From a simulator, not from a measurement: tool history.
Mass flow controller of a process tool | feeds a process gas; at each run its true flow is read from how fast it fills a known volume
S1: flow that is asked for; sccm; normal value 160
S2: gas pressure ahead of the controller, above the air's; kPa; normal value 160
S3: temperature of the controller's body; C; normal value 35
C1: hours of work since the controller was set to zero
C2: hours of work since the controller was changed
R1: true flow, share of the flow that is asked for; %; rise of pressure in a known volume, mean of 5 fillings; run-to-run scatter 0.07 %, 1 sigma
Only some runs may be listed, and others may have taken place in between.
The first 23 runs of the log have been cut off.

{"run": 24, "hour": 3146.1, "S1": 160, "S2": 196, "S3": 35, "C1": 2969, "C2": 2969, "R1": 97.91}
{"run": 25, "hour": 3314.7, "S1": 105, "S2": 169, "S3": 32, "C1": 3028, "C2": 3028, "R1": 96.48}
{"run": 26, "hour": 3448.4, "S1": 105, "S2": 169, "S3": 32, "C1": 3075, "C2": 3075, "R1": 96.41}
{"run": 27, "hour": 3638.7, "S1": 105, "S2": 169, "S3": 32, "C1": 3142, "C2": 3142, "R1": 96.4}
{"run": 28, "hour": 3729.6, "S1": 120, "S2": 255, "S3": 34, "C1": 3174, "C2": 3174, "R1": 97.35}
{"run": 29, "hour": 3857.4, "S1": 36, "S2": 268, "S3": 37, "C1": 3219, "C2": 3219, "R1": 91.82}
{"run": 30, "hour": 4025.9, "S1": 36, "S2": 268, "S3": 37, "C1": 3278, "C2": 3278, "R1": 91.85}
{"run": 31, "hour": 4173.8, "S1": 83, "S2": 251, "S3": 35, "C1": 3330, "C2": 3330, "R1": 95.86}
{"run": 32, "hour": 4360.8, "S1": 102, "S2": 258, "S3": 21, "C1": 3396, "C2": 3396, "R1": 97.68}

For run 33, what comes out?
{"run": 33, "hour": 4491.1, "S1": 160, "S2": 152, "S3": 22, "C1": 3442, "C2": 3442, "R1": "?"}

R1: 98.4 %
With no hidden state in the tool, this same run would have given R1 99.34 %.
